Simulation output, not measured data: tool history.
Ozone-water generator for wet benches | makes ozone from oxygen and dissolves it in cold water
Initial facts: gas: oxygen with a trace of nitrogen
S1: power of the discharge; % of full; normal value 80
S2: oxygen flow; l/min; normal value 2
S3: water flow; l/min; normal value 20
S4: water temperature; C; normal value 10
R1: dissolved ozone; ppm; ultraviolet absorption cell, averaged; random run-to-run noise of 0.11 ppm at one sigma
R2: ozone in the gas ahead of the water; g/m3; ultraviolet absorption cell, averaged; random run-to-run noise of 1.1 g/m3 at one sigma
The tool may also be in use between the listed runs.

run,hour,S1,S2,S3,S4,R1,R2
1,0,80,2,20,10,7.7,183.2
2,45.2,80,2,20,10,7.5,182.7
3,97.4,80,2,20,10,7.5,181.4
4,151,80,2,20,10,7.8,180.7
5,224.4,80,2,20,9,7.6,180.5
6,301.1,80,2,20,9,7.6,178.9
7,342.6,80,2,20,9,7.7,179.2
8,393.1,80,2,20,9,7.6,178.7
9,473.2,80,2,20,9,7.4,178.7
10,524.8,80,2,20,9,7.4,180.4
11,567.9,80,2,20,6,7.7,180.1
12,611.6,80,2,15,10,10,179.8
13,676.3,80,2,20,15,7.2,178.7
14,730,80,2,20,15,7.2,178.4
15,802.1,80,2,20,15,7,178.6
16,880.3,80,2,20,15,7.1,178.8
17,931.3,80,2,23,15,6,177.7
18,997.2,80,3.31,21,10,8.1,141.6
19,1035.6,53,2,28,10,3.8,137.6
20,1098.2,53,2,13,10,9.1,136.8
21,1146.1,80,2,20,5,7.6,178.2
22,1215.4,45,2,22,5,4.6,124.1
23,1258,45,2,22,5,4.8,124.6
24,1298.8,45,2,22,5,4.7,124.4
25,1376.3,54,1.16,20,16,4.4,177.1

Forecast each of these 3 alternatives for the next run:
A,1425.7,82,1.16,19,16,?,?
B,1425.7,52,1.16,20,16,?,?
C,1425.7,49,2,25,8,?,?

run,R1,R2
A,6.1,226.2
B,4.4,172.3
C,4.1,130.4
Without the tool's unlogged condition, the same runs would have read:
run,R1,R2
A,7,238.8
B,4.9,179.3
C,4.7,135.4
